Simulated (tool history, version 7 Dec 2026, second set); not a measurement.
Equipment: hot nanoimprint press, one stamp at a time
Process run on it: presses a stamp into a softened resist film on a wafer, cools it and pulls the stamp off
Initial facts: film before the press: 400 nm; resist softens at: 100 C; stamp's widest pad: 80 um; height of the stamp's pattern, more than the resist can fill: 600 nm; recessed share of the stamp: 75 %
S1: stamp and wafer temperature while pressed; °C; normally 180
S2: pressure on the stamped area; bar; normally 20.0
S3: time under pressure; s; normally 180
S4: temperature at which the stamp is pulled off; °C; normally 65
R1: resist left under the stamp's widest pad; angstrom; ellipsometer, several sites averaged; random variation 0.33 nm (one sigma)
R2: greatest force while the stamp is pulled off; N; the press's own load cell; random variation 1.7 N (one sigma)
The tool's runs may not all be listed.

| run | hour | S1 | S2 | S3 | S4 | R1 | R2 |
|---|---|---|---|---|---|---|---|
| 1 | 0.0 | 180 | 20.0 | 180 | 65 | 1548 | 111 |
| 2 | 31.3 | 180 | 20.0 | 180 | 65 | 1543 | 112 |
| 3 | 59.7 | 180 | 20.0 | 180 | 65 | 1549 | 112 |
| 4 | 77.6 | 180 | 20.0 | 180 | 65 | 1555 | 115 |
| 5 | 115.4 | 180 | 20.0 | 180 | 65 | 1549 | 115 |
| 6 | 147.8 | 180 | 20.0 | 180 | 65 | 1549 | 115 |
| 7 | 182.3 | 180 | 20.0 | 180 | 65 | 1549 | 114 |
| 8 | 221.4 | 180 | 20.0 | 303 | 65 | 1237 | 113 |
| 9 | 256.0 | 180 | 20.0 | 303 | 65 | 1238 | 111 |
| 10 | 278.2 | 182 | 30.9 | 216 | 72 | 1096 | 94 |
| 11 | 303.7 | 182 | 30.9 | 216 | 72 | 1094 | 92 |
| 12 | 332.8 | 182 | 30.9 | 216 | 72 | 1098 | 96 |

Removed from this log: 1 entry logged between the listed runs. Between which two listed runs does each belong, and how does the tool's hidden state at the listed run before it compare with that at the listed run after it?
Logged between run 6 and run 7: stamp cleaned and given a new release coat (hour 163.5)
  grip of the stamp's worn release coat, % over a new coat's: 0.6 -> 0
